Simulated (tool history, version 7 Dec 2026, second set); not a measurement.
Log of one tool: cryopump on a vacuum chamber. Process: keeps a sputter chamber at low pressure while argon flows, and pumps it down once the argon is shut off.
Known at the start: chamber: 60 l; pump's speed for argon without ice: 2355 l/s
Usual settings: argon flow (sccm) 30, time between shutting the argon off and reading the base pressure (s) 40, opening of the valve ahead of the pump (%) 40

run   hour  argon flow (sccm)  time between shutting the argon off and reading the base pressure (s)  opening of the valve ahead of the pump (%)  pressure while argon flows (Pa)  pressure after the wait (uPa)
  1      0                 30                                                                     40                                          40                           0.0576                           3.03
  2   22.4                 30                                                                     40                                          40                           0.0571                           3.15
  3   43.5                 30                                                                     40                                          40                           0.0577                            3.1
  4   76.9                 30                                                                     40                                          40                           0.0576                           3.18
  5   99.2                 45                                                                     40                                          40                           0.0871                           3.08
  6  143.3                 30                                                                     40                                          40                           0.0577                           3.12
  7  188.1                 30                                                                     40                                          40                           0.0579                           3.26
  8  230.7                 30                                                                     40                                          40                           0.0589                           3.25
  9  267.3                 30                                                                     40                                          40                           0.0586                           3.33
 10  304.3                 30                                                                     40                                          40                            0.059                           3.23
 11  331.6                 30                                                                     40                                          40                            0.059                           3.32
 12  359.6                 30                                                                     40                                          40                           0.0598                            3.4
 13    401                 30                                                                     40                                          40                           0.0603                           3.37
 14  430.5                 30                                                                     40                                          40                           0.0593                           3.55
       470  -- leaking fittings of the chamber tightened, without venting
 15  476.4                 30                                                                     40                                          40                           0.0609                           1.45
 16  497.4                 30                                                                     40                                          40                           0.0601                           1.38
 17  525.1                 30                                                                     40                                          40                           0.0606                           1.38
 18    553                 30                                                                     40                                          40                           0.0599                           1.41
 19  581.3                 58                                                                    106                                          32                           0.1435                           0.63
 20  619.4                 58                                                                     59                                          48                           0.1011                           1.02
 21    644                 58                                                                     59                                          48                           0.1015                           1.08

Run 22 comes next. What will it give?
 22  675.4                 58                                                                     59                                          48                                ?                              ?

Run 22 gave pressure while argon flows (Pa) 0.1026, pressure after the wait (uPa) 1.1.
Without the tool's hidden state the same run would have given pressure while argon flows (Pa) 0.0875, pressure after the wait (uPa) 0.98.
